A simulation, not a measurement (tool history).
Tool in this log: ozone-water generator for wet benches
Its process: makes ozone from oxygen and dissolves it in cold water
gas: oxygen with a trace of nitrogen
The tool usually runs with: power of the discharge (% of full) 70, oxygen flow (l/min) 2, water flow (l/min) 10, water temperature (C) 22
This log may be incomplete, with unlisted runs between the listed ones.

run,day,power of the discharge (% of full),oxygen flow (l/min),water flow (l/min),water temperature (C),dissolved ozone (ppm),ozone in the gas ahead of the water (g/m3)
1,0,70,2,10,22,13.5,143.4
2,0.912,70,2,10,22,13.5,141.8
3,1.921,70,2,10,22,13.5,143
4,3.371,70,2,10,22,13.5,142.9
5,4.612,70,2,10,22,13.1,142.6
6,5.625,68,2,10,22,13.2,140
7,6.633,68,2,10,22,13.2,140.6
8,7.4,68,2,10,22,13.4,140.3
9,8.367,70,2,10,22,13.6,142.7
10,9.454,70,2,10,22,13.7,141.6
11,10.175,70,2,10,22,13.5,142
12,11.396,70,2,10,22,13.5,142.5
13,12.85,70,2,10,22,13.4,143.8
14,14.062,70,2,10,22,13.3,142.2
15,15.083,42,2,10,22,10.2,109.9
16,15.988,42,1.84,10,22,10.2,113.6
17,16.658,68,1.76,10,22,12.9,145.8
18,17.625,68,1.76,10,22,12.8,146.9
19,18.538,68,1.76,10,22,13.1,146.6
20,19.583,68,1.76,10,22,12.6,146.9
21,20.825,49,2.16,7,20,14.9,114.7
22,21.6,51,2.29,10,22,11.7,113.4
23,22.983,70,2,13,17,11.4,142.5
24,23.888,70,2,13,17,11.5,140.8
25,24.771,70,1.85,13,17,11.3,146.2
26,25.617,62,2,10,20,12.9,132.5
27,26.679,62,2,10,20,12.8,131.9

Selected run-to-run steps in dissolved ozone (ppm), each split into two signed amounts: the part the tool would show with no hidden state at all (from settings, incoming material and random variation), and the remainder, which goes to the hidden state together with any gauge scatter not common to the measured and the hidden-state-free results:
Hidden conditions of the tool in this case: yield of the discharge, % of new electrodes'; contactor's efficiency, % of a clean one's; true water temperature over the reading, C; drift of the gauge itself on ozone_ppm, %; drift of the gauge itself on gas_g_m3, %.
Run 1 -> 2: settings left as they were, no log entry in between. dissolved ozone (ppm) +0: hidden state -0.1, all else +0.1.
Run 14 -> 15: power of the discharge (% of full) 70 -> 42. dissolved ozone (ppm) -3.1: hidden state +0.2, all else -3.3.
Run 21 -> 22: power of the discharge (% of full) 49 -> 51, oxygen flow (l/min) 2.16 -> 2.29, water flow (l/min) 7 -> 10, water temperature (C) 20 -> 22. dissolved ozone (ppm) -3.2: hidden state +0, all else -3.2.
